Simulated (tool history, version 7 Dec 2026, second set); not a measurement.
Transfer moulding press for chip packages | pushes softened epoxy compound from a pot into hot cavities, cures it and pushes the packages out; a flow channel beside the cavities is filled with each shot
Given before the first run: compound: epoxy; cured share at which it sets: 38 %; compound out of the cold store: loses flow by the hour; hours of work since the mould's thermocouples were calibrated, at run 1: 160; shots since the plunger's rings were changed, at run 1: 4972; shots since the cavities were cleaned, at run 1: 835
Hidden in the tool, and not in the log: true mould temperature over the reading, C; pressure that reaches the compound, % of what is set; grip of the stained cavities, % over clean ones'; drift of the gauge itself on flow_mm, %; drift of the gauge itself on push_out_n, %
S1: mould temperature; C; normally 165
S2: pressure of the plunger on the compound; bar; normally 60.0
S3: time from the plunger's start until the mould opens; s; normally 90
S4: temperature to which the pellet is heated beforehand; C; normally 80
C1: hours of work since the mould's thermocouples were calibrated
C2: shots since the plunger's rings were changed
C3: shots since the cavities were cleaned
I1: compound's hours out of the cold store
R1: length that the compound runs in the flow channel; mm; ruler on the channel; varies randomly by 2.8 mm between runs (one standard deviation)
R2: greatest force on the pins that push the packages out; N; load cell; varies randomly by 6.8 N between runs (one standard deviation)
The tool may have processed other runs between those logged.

run   hour   S1    S2   S3  S4   C1    C2   C3    I1   R1   R2
  1    0.0  165  60.0   90  80  160  4972  835  46.2  737  392
       9.7  -- cavities cleaned with cleaning compound and waxed
  2   12.2  165  55.4   90  80  164  5060   20  44.0  715  513
  3   24.1  165  66.3   90  80  169  5159  119  31.1  834  522
  4   39.3  165  66.3   90  80  176  5283  243  15.1  903  528
  5   55.1  165  65.5   90  80  182  5413  373  13.3  908  558
      57.7  -- cavities cleaned with cleaning compound and waxed, once more
  6   66.1  160  65.5   90  80  186  5492   69  40.6  809  383
  7   73.1  165  60.0   90  86  189  5549  126  40.3  755  282
  8   86.8  165  66.3   90  80  195  5662  239  14.1  904  334
  9   95.5  165  66.3   90  80  198  5733  310  38.4  800  334
 10  105.5  165  66.3   90  80  203  5816  393  22.7  862  353
 11  116.3  165  60.0   95  80  207  5905  482  43.2  743  324
     130.0  -- plunger's sealing rings changed
 12  134.0  165  60.0   95  80  213    33  607  29.8  851  345
 13  146.8  165  60.0   95  80  219   138  712  43.2  794  350
 14  158.5  165  60.0   90  80  224   235  809  37.4  818  411
 15  165.9  165  60.0   90  80  227   296  870  10.2  938  451
     171.7  -- cavities cleaned with cleaning compound and waxed
 16  179.2  165  74.5   94  80  231   392   61  40.4  893  245
 17  189.9  166  50.0   92  80  236   481  150  31.3  769  267
 18  199.9  165  68.5  125  80  240   563  232  31.0  896  211
 19  207.1  165  68.5  125  80  243   622  291  35.7  878  236

Estimate the outcome of run 20 from the log above:
 20  219.6  165  60.2  125  80  248  725  394  23.4   ?   ?

R1: 870 mm
R2: 260 N
With no hidden state in the tool, this same run would have given R1 880 mm, R2 188 N.

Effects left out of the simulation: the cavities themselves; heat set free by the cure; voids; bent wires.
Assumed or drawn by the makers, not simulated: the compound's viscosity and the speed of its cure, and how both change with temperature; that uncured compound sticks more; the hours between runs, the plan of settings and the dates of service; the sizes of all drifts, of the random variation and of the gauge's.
